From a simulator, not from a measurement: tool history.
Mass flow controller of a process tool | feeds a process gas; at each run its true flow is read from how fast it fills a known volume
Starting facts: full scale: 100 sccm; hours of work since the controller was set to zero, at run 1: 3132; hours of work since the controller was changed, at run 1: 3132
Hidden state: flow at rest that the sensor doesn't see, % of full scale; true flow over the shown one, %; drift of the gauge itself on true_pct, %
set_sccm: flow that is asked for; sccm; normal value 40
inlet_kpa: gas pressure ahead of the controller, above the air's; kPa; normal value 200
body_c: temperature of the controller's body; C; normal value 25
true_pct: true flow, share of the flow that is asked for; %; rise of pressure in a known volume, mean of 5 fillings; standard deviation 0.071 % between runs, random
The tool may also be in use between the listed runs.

run    hour  set_sccm  inlet_kpa  body_c  hours of work since the controller was set to zero  hours of work since the controller was changed  true_pct
  1       0        40        200      25                                                3132                                            3132     99.47
  2   203.3        40        200      25                                                3278                                            3278     99.13
  3   407.3        40        228      25                                                3424                                            3424     98.63
  4   491.4        40        228      25                                                3484                                            3484     98.46
  5   625.9        43        228      25                                                3581                                            3581     98.36
  6   789.2        43        228      25                                                3698                                            3698     98.17
  7   901.7        43        228      25                                                3778                                            3778     97.86
  8  1091.7        40        196      25                                                3915                                            3915     97.85
  9    1220        74        200      25                                                4007                                            4007     97.97
 10  1359.9        35        200      25                                                4107                                            4107     97.34
 11  1551.8        40        210      25                                                4245                                            4245        97
 12  1637.8        40        200      38                                                4306                                            4306     96.25
 13  1800.3        40        200      38                                                4423                                            4423     96.01
     1918.4  -- gauge calibrated
 14    1934        40        200      38                                                4519                                            4519     98.59
 15  2116.7        40        200      38                                                4650                                            4650     98.32
 16  2203.9        40        200      38                                                4712                                            4712     98.25
 17  2320.1        40        200      25                                                4796                                            4796     98.86
 18  2511.1        40        200      25                                                4932                                            4932     98.58
 19  2673.9        40        200      25                                                5049                                            5049     98.28
 20  2838.7        40        200      25                                                5167                                            5167     98.19
 21  3010.3        91        200      39                                                5290                                            5290     97.38
 22  3152.5        53        200      31                                                5392                                            5392     97.33
 23  3283.6        25        200      31                                                5486                                            5486     96.89
 24  3440.2        40        273      39                                                5599                                            5599     95.79
 25  3532.2        25        200      25                                                5665                                            5665     96.92
 26  3710.4        88        202      31                                                5792                                            5792     96.87
 27  3885.5        35        196      22                                                5918                                            5918     96.56
 28  4016.3        35        196      22                                                6012                                            6012     96.51
 29  4158.2        40        262      33                                                6114                                            6114     95.18
 30  4291.9        26        180      27                                                6209                                            6209     95.84
 31    4476        26        257      20                                                6341                                            6341     95.49
 32    4626        26        257      20                                                6449                                            6449     95.18
 33  4778.4        26        257      20                                                6558                                            6558     95.03
 34  4981.4        96        167      25                                                6704                                            6704     95.58
 35  5103.5        96        234      30                                                6791                                            6791     94.54
 36  5292.6        96        222      31                                                6927                                            6927     94.38
     5332.9  -- controller's zero set anew
 37  5418.2        24        222      31                                                  61                                            7017     93.56
 38  5581.8        20        222      20                                                 178                                            7134     93.98
 39  5690.8        19        200      22                                                 257                                            7212     93.76

Forecast each of these 4 alternatives for the next run:
  A  5839.4        56        147      25                                                 363                                            7319         ?
  B  5839.4        17        250      22                                                 363                                            7319         ?
  C  5839.4        84        211      27                                                 363                                            7319         ?
  D  5839.4        15        146      29                                                 363                                            7319         ?

run  true_pct
  A     93.93
  B     93.39
  C     93.81
  D     93.41
Take away the tool's hidden state, keep each run's random variation, and the runs would have read:
run  true_pct
  A      99.9
  B     99.33
  C     99.77
  D     99.35
